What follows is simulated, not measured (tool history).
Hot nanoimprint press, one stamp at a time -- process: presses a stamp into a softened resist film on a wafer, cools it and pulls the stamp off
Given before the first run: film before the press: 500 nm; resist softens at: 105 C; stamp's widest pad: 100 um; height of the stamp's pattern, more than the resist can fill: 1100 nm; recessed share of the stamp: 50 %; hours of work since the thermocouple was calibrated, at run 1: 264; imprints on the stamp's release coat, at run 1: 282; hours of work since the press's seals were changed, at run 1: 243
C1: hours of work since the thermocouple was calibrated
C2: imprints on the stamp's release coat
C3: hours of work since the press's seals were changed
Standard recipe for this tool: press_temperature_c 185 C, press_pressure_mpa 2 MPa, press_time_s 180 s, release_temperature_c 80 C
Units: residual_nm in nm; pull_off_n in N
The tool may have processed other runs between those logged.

Run 1, hour 0: usual settings; C1 264; C2 282; C3 243. Result: residual_nm 267.5 nm, pull_off_n 157 N.
Run 2, hour 28.4: usual settings; C1 285; C2 433; C3 264. Result: residual_nm 265.7 nm, pull_off_n 163 N.
Run 3, hour 45.9: usual settings; C1 297; C2 526; C3 277. Result: residual_nm 266.6 nm, pull_off_n 161 N.
At hour 65.5: plate thermocouple calibrated.
At hour 71.5: stamp cleaned and given a new release coat.
Run 4, hour 78.5: usual settings; C1 5; C2 37; C3 293. Result: residual_nm 266.5 nm, pull_off_n 154 N.
Run 5, hour 100.5: usual settings; C1 21; C2 154; C3 309. Result: residual_nm 263.7 nm, pull_off_n 155 N.
Run 6, hour 129.3: usual settings; C1 42; C2 307; C3 330. Result: residual_nm 265 nm, pull_off_n 160 N.
Run 7, hour 156.4: usual settings but press_pressure_mpa 2.85 MPa; C1 61; C2 451; C3 350. Result: residual_nm 230.1 nm, pull_off_n 156 N.
Run 8, hour 178.5: usual settings but press_pressure_mpa 2.85 MPa; C1 77; C2 569; C3 366. Result: residual_nm 226.1 nm, pull_off_n 166 N.
At hour 193.5: stamp cleaned and given a new release coat.
Run 9, hour 223: usual settings but press_temperature_c 178 C, press_pressure_mpa 2.84 MPa, press_time_s 173 s; C1 105; C2 157; C3 393. Result: residual_nm 306.4 nm, pull_off_n 156 N.
Run 10, hour 240.8: usual settings but press_temperature_c 178 C, press_pressure_mpa 2.84 MPa, press_time_s 173 s; C1 118; C2 251; C3 406. Result: residual_nm 305.4 nm, pull_off_n 157 N.
Run 11, hour 263.8: usual settings but press_temperature_c 193 C, press_pressure_mpa 2.55 MPa, press_time_s 111 s, release_temperature_c 83 C; C1 134; C2 373; C3 423. Result: residual_nm 210.9 nm, pull_off_n 154 N.
Run 12, hour 296.3: usual settings but press_temperature_c 193 C, press_pressure_mpa 2.55 MPa, press_time_s 111 s, release_temperature_c 83 C; C1 158; C2 546; C3 446. Result: residual_nm 213.2 nm, pull_off_n 155 N.
At hour 316: stamp cleaned and given a new release coat.
Run 13, hour 324.3: usual settings but press_temperature_c 186 C, press_pressure_mpa 1.42 MPa; C1 174; C2 44; C3 462. Result: residual_nm 286.9 nm, pull_off_n 161 N.
Run 14, hour 345.8: usual settings but press_temperature_c 195 C, press_pressure_mpa 2.56 MPa, press_time_s 293 s, release_temperature_c 72 C; C1 189; C2 158; C3 477. Result: residual_nm 128.7 nm, pull_off_n 177 N.
Run 15, hour 373.5: usual settings but press_temperature_c 173 C, press_pressure_mpa 1.21 MPa, press_time_s 105 s, release_temperature_c 88 C; C1 209; C2 305; C3 497. Result: residual_nm 446.9 nm, pull_off_n 140 N.

Consider 5 possible next runs. They are alternatives, not a sequence: every one starts from the tool as it was left by run 15. What does each give?
Run A, hour 395.4: usual settings but press_temperature_c 189 C, release_temperature_c 70 C; C1 225; C2 421; C3 513. Result: residual_nm ?, pull_off_n ?.
Run B, hour 395.4: usual settings but release_temperature_c 78 C; C1 225; C2 421; C3 513. Result: residual_nm ?, pull_off_n ?.
Run C, hour 395.4: usual settings but press_temperature_c 191 C; C1 225; C2 421; C3 513. Result: residual_nm ?, pull_off_n ?.
Run D, hour 395.4: usual settings but press_pressure_mpa 2.41 MPa, press_time_s 233 s; C1 225; C2 421; C3 513. Result: residual_nm ?, pull_off_n ?.
Run E, hour 395.4: usual settings but press_pressure_mpa 1.59 MPa, release_temperature_c 79 C; C1 225; C2 421; C3 513. Result: residual_nm ?, pull_off_n ?.

run  residual_nm  pull_off_n
  A        225.9         184
  B        267.2         159
  C        209.5         162
  D        222.9         161
  E        288.1         160
With the hidden condition removed and each run's random variation left untouched, the same runs would have given:
run  residual_nm  pull_off_n
  A        225.3         183
  B        266.6         158
  C        208.9         161
  D        222.3         160
  E        287.5         159
